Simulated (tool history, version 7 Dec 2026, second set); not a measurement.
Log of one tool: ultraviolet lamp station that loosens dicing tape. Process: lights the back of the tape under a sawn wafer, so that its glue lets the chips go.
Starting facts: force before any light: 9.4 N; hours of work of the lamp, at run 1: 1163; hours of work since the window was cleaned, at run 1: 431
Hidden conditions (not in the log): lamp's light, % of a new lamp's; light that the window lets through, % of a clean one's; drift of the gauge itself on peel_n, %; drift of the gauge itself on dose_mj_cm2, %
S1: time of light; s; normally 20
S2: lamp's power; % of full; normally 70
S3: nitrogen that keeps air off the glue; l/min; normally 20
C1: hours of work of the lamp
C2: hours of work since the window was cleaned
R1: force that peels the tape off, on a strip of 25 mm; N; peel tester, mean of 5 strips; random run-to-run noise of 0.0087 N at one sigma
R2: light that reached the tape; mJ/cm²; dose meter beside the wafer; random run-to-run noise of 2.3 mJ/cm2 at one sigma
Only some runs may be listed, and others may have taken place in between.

Run 1, day 0.000: usual settings; C1 1163; C2 431. Result: R1 0.860 N, R2 161 mJ/cm².
Run 2, day 3.296: usual settings; C1 1199; C2 468. Result: R1 0.933 N, R2 157 mJ/cm².
Run 3, day 6.042: usual settings but S3 8 l/min; C1 1229; C2 498. Result: R1 1.505 N, R2 157 mJ/cm².
At day 7.808: window cleaned of glue's vapour.
Run 4, day 9.108: usual settings; C1 1263; C2 14. Result: R1 0.698 N, R2 182 mJ/cm².
Run 5, day 10.529: usual settings; C1 1278; C2 30. Result: R1 0.688 N, R2 179 mJ/cm².
Run 6, day 11.946: usual settings; C1 1294; C2 45. Result: R1 0.695 N, R2 178 mJ/cm².
Run 7, day 14.975: usual settings but S1 12 s, S2 69 % of full; C1 1327; C2 79. Result: R1 1.880 N, R2 107 mJ/cm².
Run 8, day 17.300: usual settings but S1 12 s, S2 69 % of full; C1 1353; C2 104. Result: R1 1.912 N, R2 102 mJ/cm².
Run 9, day 18.875: usual settings but S1 33 s, S2 69 % of full; C1 1370; C2 122. Result: R1 0.265 N, R2 279 mJ/cm².
Run 10, day 20.350: usual settings but S1 33 s, S2 69 % of full; C1 1386; C2 138. Result: R1 0.272 N, R2 274 mJ/cm².

Estimate the outcome of run 11 from the log above:
Run 11, day 23.104: usual settings but S1 15 s, S2 69 % of full, S3 14 l/min; C1 1416; C2 168. Result: R1 ?, R2 ?.

{"run 11": {"R1": 1.65, "R2": 120}}
If the tool had no hidden condition, the same run with the same run-to-run variation would have returned R1 0.820 N, R2 175 mJ/cm².
